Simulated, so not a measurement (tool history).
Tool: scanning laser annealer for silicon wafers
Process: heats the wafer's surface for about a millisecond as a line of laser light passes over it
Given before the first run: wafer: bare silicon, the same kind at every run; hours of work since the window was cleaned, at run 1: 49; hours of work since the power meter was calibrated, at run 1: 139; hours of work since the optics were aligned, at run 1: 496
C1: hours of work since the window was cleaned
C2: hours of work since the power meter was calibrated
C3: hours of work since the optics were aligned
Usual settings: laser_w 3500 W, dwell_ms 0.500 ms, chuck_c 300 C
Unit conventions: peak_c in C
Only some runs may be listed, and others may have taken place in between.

Run 1, hour 0.0: usual settings; C1 49; C2 139; C3 496. Result: peak_c 1046 C.
Run 2, hour 4.7: usual settings but laser_w 3325 W; C1 51; C2 141; C3 498. Result: peak_c 1010 C.
Run 3, hour 8.6: usual settings but laser_w 3325 W; C1 53; C2 143; C3 500. Result: peak_c 1012 C.
Run 4, hour 15.6: usual settings; C1 56; C2 145; C3 502. Result: peak_c 1047 C.
Run 5, hour 21.0: usual settings; C1 58; C2 148; C3 505. Result: peak_c 1046 C.
Run 6, hour 28.1: usual settings but laser_w 3554 W; C1 61; C2 151; C3 508. Result: peak_c 1056 C.
Run 7, hour 33.0: usual settings but laser_w 3554 W; C1 63; C2 153; C3 509. Result: peak_c 1057 C.
Run 8, hour 41.4: usual settings but laser_w 3349 W, dwell_ms 0.382 ms, chuck_c 268 C; C1 66; C2 156; C3 513. Result: peak_c 903 C.
Run 9, hour 45.9: usual settings but laser_w 3005 W, dwell_ms 0.406 ms, chuck_c 315 C; C1 68; C2 158; C3 515. Result: peak_c 905 C.
Run 10, hour 49.9: usual settings but laser_w 3276 W, chuck_c 332 C; C1 70; C2 159; C3 516. Result: peak_c 1035 C.
Run 11, hour 55.7: usual settings but laser_w 3335 W, dwell_ms 0.410 ms, chuck_c 305 C; C1 72; C2 162; C3 519. Result: peak_c 958 C.

Forecast each of these 5 alternatives for the next run:
Run A, hour 65.1: usual settings but chuck_c 323 C; C1 76; C2 166; C3 523. Result: peak_c ?.
Run B, hour 65.1: usual settings but laser_w 3335 W, dwell_ms 0.410 ms, chuck_c 310 C; C1 76; C2 166; C3 523. Result: peak_c ?.
Run C, hour 65.1: usual settings but laser_w 3124 W; C1 76; C2 166; C3 523. Result: peak_c ?.
Run D, hour 65.1: usual settings but laser_w 3165 W, dwell_ms 0.430 ms, chuck_c 327 C; C1 76; C2 166; C3 523. Result: peak_c ?.
Run E, hour 65.1: usual settings but laser_w 3503 W, dwell_ms 0.591 ms; C1 76; C2 166; C3 523. Result: peak_c ?.

run  peak_c
  A    1070
  B     965
  C     969
  D     963
  E    1104
Stripped of hidden state, with their random variation kept, the same runs would have yielded:
run  peak_c
  A    1070
  B     966
  C     969
  D     963
  E    1104
